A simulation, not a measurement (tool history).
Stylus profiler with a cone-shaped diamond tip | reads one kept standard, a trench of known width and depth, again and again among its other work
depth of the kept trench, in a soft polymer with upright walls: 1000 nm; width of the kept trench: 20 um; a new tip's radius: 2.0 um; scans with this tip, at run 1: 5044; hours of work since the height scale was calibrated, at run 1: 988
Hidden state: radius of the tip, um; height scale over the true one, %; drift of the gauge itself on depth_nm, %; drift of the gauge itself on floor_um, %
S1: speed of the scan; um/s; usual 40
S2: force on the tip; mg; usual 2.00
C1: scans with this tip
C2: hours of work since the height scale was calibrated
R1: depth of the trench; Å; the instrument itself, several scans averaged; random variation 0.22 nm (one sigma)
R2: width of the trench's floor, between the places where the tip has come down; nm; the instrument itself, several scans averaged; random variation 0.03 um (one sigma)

run,hour,S1,S2,C1,C2,R1,R2
1,0.0,40,2.00,5044,988,10016.1,15040
2,64.3,40,2.00,5203,1019,10018.0,15020
3,154.0,40,5.41,5427,1063,10060.9,14920
4,271.8,40,5.41,5720,1121,10059.6,14880
5,381.4,40,5.41,5993,1174,10060.0,14800
6,438.7,40,2.00,6135,1202,10014.4,14720
7,497.2,40,2.93,6281,1231,10021.8,14760
8,563.8,120,2.00,6447,1263,10013.8,14480
9,684.2,120,2.00,6746,1322,10007.3,14420
# hour 730.8: height scale calibrated on a step standard
10,742.5,120,2.00,6890,6,10054.0,14450
11,861.6,40,2.00,7187,64,10050.7,14530
12,936.7,40,2.00,7373,100,10053.4,14470
13,1032.3,40,2.00,7611,147,10051.1,14460
14,1123.3,40,2.67,7838,191,10059.3,14420
15,1228.9,40,1.40,8101,243,10039.0,14300
16,1320.3,40,2.00,8328,287,10048.6,14280
17,1420.2,40,2.00,8577,336,10046.4,14180
18,1496.7,40,2.00,8767,373,10045.4,14170
19,1589.8,40,2.00,8999,419,10042.3,14120
20,1703.1,40,2.00,9281,474,10040.8,14090
21,1794.4,40,2.00,9508,519,10043.8,14000
22,1900.3,40,2.00,9771,570,10045.7,13970
23,2008.4,40,2.00,10041,623,10037.5,13960
24,2094.1,42,1.85,10254,665,10035.4,13870
25,2167.4,42,1.85,10436,700,10033.5,13830
26,2245.7,99,1.54,10631,739,10028.0,13620
27,2358.5,76,2.87,10912,794,10043.7,13730
28,2444.5,87,0.93,11126,836,10010.9,13420
29,2558.5,20,0.93,11410,891,10013.2,13700
30,2615.9,42,0.79,11552,919,10004.9,13610
31,2708.5,23,1.02,11783,964,10014.4,13680
32,2774.5,19,0.96,11947,997,10009.1,13610
33,2880.9,110,1.35,12212,1048,10017.5,13270
34,2939.3,36,2.17,12357,1077,10026.6,13550
35,3005.9,40,3.78,12523,1109,10048.9,13550
36,3061.7,40,1.11,12662,1137,10010.3,13440
37,3149.5,40,5.80,12880,1179,10073.0,13460
38,3233.2,73,2.01,13089,1220,10019.6,13270
39,3285.1,73,2.01,13218,1246,10024.3,13290
40,3388.0,73,2.01,13474,1296,10022.6,13220
41,3482.2,29,2.00,13708,1342,10017.8,13330
# hour 3488.2: height scale calibrated on a step standard
42,3557.0,29,2.00,13893,34,10048.4,13310
43,3674.6,11,1.62,14186,91,10041.1,13250
44,3738.0,118,5.07,14344,122,10092.9,13050
45,3787.6,13,5.78,14467,146,10099.7,13230

5 ways to go on from here, each from the tool as it stands after run 45. What would each give?
A,3838.8,124,1.84,14594,171,?,?
B,3838.8,57,4.81,14594,171,?,?
C,3838.8,13,2.01,14594,171,?,?
D,3838.8,23,2.13,14594,171,?,?
E,3838.8,137,0.67,14594,171,?,?

run,R1,R2
A,10044.0,12930
B,10084.4,13170
C,10048.5,13140
D,10045.3,13120
E,10022.2,12610
Without the tool's hidden state the same runs would have given:
run,R1,R2
A,10046.2,16230
B,10086.6,16470
C,10050.7,16430
D,10047.5,16410
E,10024.4,15900
